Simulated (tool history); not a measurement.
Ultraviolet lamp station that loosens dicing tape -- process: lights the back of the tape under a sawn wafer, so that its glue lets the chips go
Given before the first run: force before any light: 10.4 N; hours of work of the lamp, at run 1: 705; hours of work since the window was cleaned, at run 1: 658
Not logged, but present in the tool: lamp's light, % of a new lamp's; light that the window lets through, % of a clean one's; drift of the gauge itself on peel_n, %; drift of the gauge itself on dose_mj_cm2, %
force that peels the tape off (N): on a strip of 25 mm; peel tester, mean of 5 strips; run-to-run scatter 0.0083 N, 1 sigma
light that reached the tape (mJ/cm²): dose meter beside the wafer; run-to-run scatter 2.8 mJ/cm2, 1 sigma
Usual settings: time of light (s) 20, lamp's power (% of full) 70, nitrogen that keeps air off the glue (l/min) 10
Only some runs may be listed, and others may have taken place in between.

run	hour	time of light (s)	lamp's power (% of full)	nitrogen that keeps air off the glue (l/min)	hours of work of the lamp	hours of work since the window was cleaned	force that peels the tape off (N)	light that reached the tape (mJ/cm²)
1	0	20	70	10	705	658	0.735	286
# hour 19.9: window cleaned of glue's vapour
2	72	20	70	10	745	29	0.547	316
3	135.4	20	70	10	780	64	0.572	311
4	192.7	20	70	5	812	96	0.936	305
5	245.3	20	70	5	841	125	1.026	309
6	341.6	20	70	5	895	179	1.028	299
7	416.8	20	70	10	937	221	0.682	291
8	511.4	20	70	10	989	273	0.732	287
9	598.6	34	70	10	1038	322	0.174	474
10	687.5	20	70	10	1087	371	0.806	270
11	765.2	20	70	10	1131	415	0.85	270
12	812.6	10	70	10	1157	441	2.976	136
13	855.6	10	70	10	1181	465	3.111	133
14	916.6	10	70	10	1215	499	3.094	130
15	1008.3	20	70	4	1266	550	1.674	253
16	1073.5	20	70	4	1302	586	1.716	244
17	1141	20	66	15	1340	624	0.981	232
18	1198.1	19	66	5	1371	655	1.879	214
# hour 1203.8: lamp changed
# hour 1220.8: window cleaned of glue's vapour
19	1297.2	20	67	10	52	43	0.418	354
20	1344.9	20	67	10	78	69	0.429	351
21	1402.4	13	71	10	110	101	1.066	240
22	1492.3	13	95	6	160	151	0.816	314
23	1578	24	88	7	208	199	0.181	528
24	1631.3	24	88	7	238	228	0.183	523
25	1681.3	13	88	4	265	256	1.361	277
26	1742.2	13	88	4	299	290	1.432	276
27	1799.9	13	88	4	331	322	1.462	272
28	1868	29	81	10	369	360	0.12	557
29	1918.6	29	81	10	397	388	0.123	545

For each entry between runs, how does the tool's hidden state at the last listed run before it compare with that at the first listed run after it?
Between runs 1 and 2: window cleaned of glue's vapour (hour 19.9)
  lamp's light, % of a new lamp's: 84.5 -> 83.7; light that the window lets through, % of a clean one's: 88.6 -> 99.1
  measured minus no-state result, force that peels the tape off (N): +0.404 -> +0.223; light that reached the tape (mJ/cm²): -96 -> -65
Between runs 18 and 19: lamp changed (hour 1203.8); window cleaned of glue's vapour (hour 1220.8)
  lamp's light, % of a new lamp's: 70.9 -> 97.5; light that the window lets through, % of a clean one's: 89 -> 99.3
  measured minus no-state result, force that peels the tape off (N): +1.145 -> +0.037; light that reached the tape (mJ/cm²): -126 -> -11

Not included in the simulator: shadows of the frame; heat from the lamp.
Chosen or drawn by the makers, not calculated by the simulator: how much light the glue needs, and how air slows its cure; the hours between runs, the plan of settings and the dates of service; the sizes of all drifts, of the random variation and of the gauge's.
